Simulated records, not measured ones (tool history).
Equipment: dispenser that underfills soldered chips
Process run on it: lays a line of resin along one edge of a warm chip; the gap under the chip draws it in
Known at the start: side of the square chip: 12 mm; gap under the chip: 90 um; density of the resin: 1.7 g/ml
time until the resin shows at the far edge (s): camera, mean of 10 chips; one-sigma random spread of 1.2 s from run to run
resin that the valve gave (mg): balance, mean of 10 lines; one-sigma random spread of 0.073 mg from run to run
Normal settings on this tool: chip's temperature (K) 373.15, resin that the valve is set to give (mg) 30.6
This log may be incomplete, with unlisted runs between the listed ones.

run    day  chip's temperature (K)  resin that the valve is set to give (mg)  time until the resin shows at the far edge (s)  resin that the valve gave (mg)
  1  0.000                  373.15                                      30.6                                           149.8                           30.03
     0.162  -- new syringe of resin
  2  0.292                  373.15                                      30.6                                           137.0                           29.89
     0.542  -- new syringe of resin
  3  0.579                  373.15                                      38.7                                           126.8                           37.94
     0.917  -- new syringe of resin
  4  1.029                  373.15                                      38.7                                           135.7                           37.79
     1.300  -- new syringe of resin
  5  1.446                  373.15                                      38.7                                           133.7                           37.85
     1.667  -- new syringe of resin
  6  1.717                  373.15                                      38.7                                           129.1                           37.56
     2.042  -- new syringe of resin
  7  2.042                  363.15                                      30.6                                           190.5                           29.71
     2.412  -- new syringe of resin
  8  2.433                  363.15                                      30.6                                           194.9                           29.65
     2.783  -- new syringe of resin
  9  2.862                  363.15                                      30.6                                           202.9                           29.53
     3.167  -- new syringe of resin
 10  3.283                  363.15                                      30.6                                           209.4                           29.38
 11  3.471                  378.15                                      38.8                                           127.9                           37.24
     3.554  -- new syringe of resin
     3.921  -- new syringe of resin
 12  3.921                  378.15                                      38.8                                           101.0                           37.11
 13  4.208                  362.15                                      31.2                                           248.0                           29.78
     4.304  -- new syringe of resin
     4.688  -- new syringe of resin
 14  4.688                  384.15                                      30.4                                            84.8                           28.98

Branching from run 14: 3 alternative next runs. What would each branch give?
     5.050  -- new syringe of resin
  A  5.050                  373.15                                      36.1                                               ?                               ?
     5.050  -- new syringe of resin
  B  5.050                  369.15                                      30.4                                               ?                               ?
     5.050  -- new syringe of resin
  C  5.050                  373.15                                      29.5                                               ?                               ?

run  time until the resin shows at the far edge (s)  resin that the valve gave (mg)
  A                                           127.6                           34.24
  B                                           149.4                           28.89
  C                                           130.6                           27.97
Without the tool's hidden state the same runs would have given:
run  time until the resin shows at the far edge (s)  resin that the valve gave (mg)
  A                                           117.8                           36.07
  B                                           136.7                           30.44
  C                                           119.4                           29.47
